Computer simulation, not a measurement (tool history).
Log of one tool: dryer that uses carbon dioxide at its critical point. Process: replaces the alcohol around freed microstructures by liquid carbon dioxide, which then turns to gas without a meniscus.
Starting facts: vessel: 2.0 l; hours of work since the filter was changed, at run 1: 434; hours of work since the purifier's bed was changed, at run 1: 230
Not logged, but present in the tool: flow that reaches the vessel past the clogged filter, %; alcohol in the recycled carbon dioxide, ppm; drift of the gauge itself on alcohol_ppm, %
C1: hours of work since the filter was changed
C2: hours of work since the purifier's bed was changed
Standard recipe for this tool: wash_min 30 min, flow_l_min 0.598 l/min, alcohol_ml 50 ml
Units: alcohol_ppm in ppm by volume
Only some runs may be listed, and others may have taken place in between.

Run 1, hour 0.0: usual settings; C1 434; C2 230. Result: alcohol_ppm 98 ppm by volume.
Run 2, hour 14.8: usual settings but alcohol_ml 61 ml; C1 442; C2 238. Result: alcohol_ppm 107 ppm by volume.
Run 3, hour 39.7: usual settings but alcohol_ml 61 ml; C1 455; C2 252. Result: alcohol_ppm 105 ppm by volume.
At hour 48.2: inlet filter changed.
Run 4, hour 54.5: usual settings; C1 3; C2 259. Result: alcohol_ppm 67 ppm by volume.
Run 5, hour 70.0: usual settings; C1 12; C2 268. Result: alcohol_ppm 65 ppm by volume.
Run 6, hour 95.3: usual settings; C1 26; C2 282. Result: alcohol_ppm 69 ppm by volume.
Run 7, hour 109.2: usual settings; C1 33; C2 289. Result: alcohol_ppm 79 ppm by volume.
Run 8, hour 127.8: usual settings but wash_min 32 min; C1 43; C2 299. Result: alcohol_ppm 67 ppm by volume.
Run 9, hour 142.0: usual settings but wash_min 32 min; C1 51; C2 307. Result: alcohol_ppm 62 ppm by volume.
Run 10, hour 155.1: usual settings but wash_min 32 min; C1 58; C2 314. Result: alcohol_ppm 66 ppm by volume.
Run 11, hour 182.0: usual settings but wash_min 32 min; C1 73; C2 329. Result: alcohol_ppm 74 ppm by volume.
Run 12, hour 201.6: usual settings but wash_min 40 min, flow_l_min 0.874 l/min, alcohol_ml 35 ml; C1 84; C2 339. Result: alcohol_ppm 65 ppm by volume.
Run 13, hour 218.2: usual settings but wash_min 24 min, flow_l_min 0.405 l/min; C1 93; C2 348. Result: alcohol_ppm 598 ppm by volume.
Run 14, hour 237.3: usual settings but wash_min 24 min, flow_l_min 0.405 l/min; C1 103; C2 359. Result: alcohol_ppm 602 ppm by volume.
Run 15, hour 264.8: usual settings but alcohol_ml 63 ml; C1 118; C2 374. Result: alcohol_ppm 95 ppm by volume.
Run 16, hour 285.0: usual settings but wash_min 21 min, flow_l_min 0.363 l/min; C1 129; C2 385. Result: alcohol_ppm 1308 ppm by volume.
Run 17, hour 314.4: usual settings but wash_min 21 min, flow_l_min 0.363 l/min; C1 145; C2 401. Result: alcohol_ppm 1331 ppm by volume.
Run 18, hour 338.0: usual settings but wash_min 21 min, flow_l_min 0.464 l/min; C1 158; C2 414. Result: alcohol_ppm 617 ppm by volume.
Run 19, hour 355.1: usual settings but wash_min 21 min, flow_l_min 0.464 l/min; C1 167; C2 423. Result: alcohol_ppm 641 ppm by volume.
Run 20, hour 371.9: usual settings but wash_min 21 min, flow_l_min 0.464 l/min; C1 176; C2 432. Result: alcohol_ppm 647 ppm by volume.
Run 21, hour 384.6: usual settings but wash_min 21 min, flow_l_min 0.464 l/min; C1 183; C2 439. Result: alcohol_ppm 660 ppm by volume.
Run 22, hour 409.3: usual settings but wash_min 37 min, alcohol_ml 68 ml; C1 197; C2 453. Result: alcohol_ppm 92 ppm by volume.

Hidden state or all else? Some run-to-run changes of alcohol_ppm, split into what the settings, what came in and random variation would give without the hidden state, and what is left for the hidden state (with any gauge scatter that isn't in both results):
Run 15 -> 16: wash_min 30 -> 21, flow_l_min 0.598 -> 0.363, alcohol_ml 63 -> 50. alcohol_ppm +1213 ppm by volume: hidden state +180, all else +1033.
Run 17 -> 18: flow_l_min 0.363 -> 0.464. alcohol_ppm -714 ppm by volume: hidden state -83, all else -631.
Run 21 -> 22: wash_min 21 -> 37, flow_l_min 0.464 -> 0.598, alcohol_ml 50 -> 68. alcohol_ppm -568 ppm by volume: hidden state -137, all else -431.
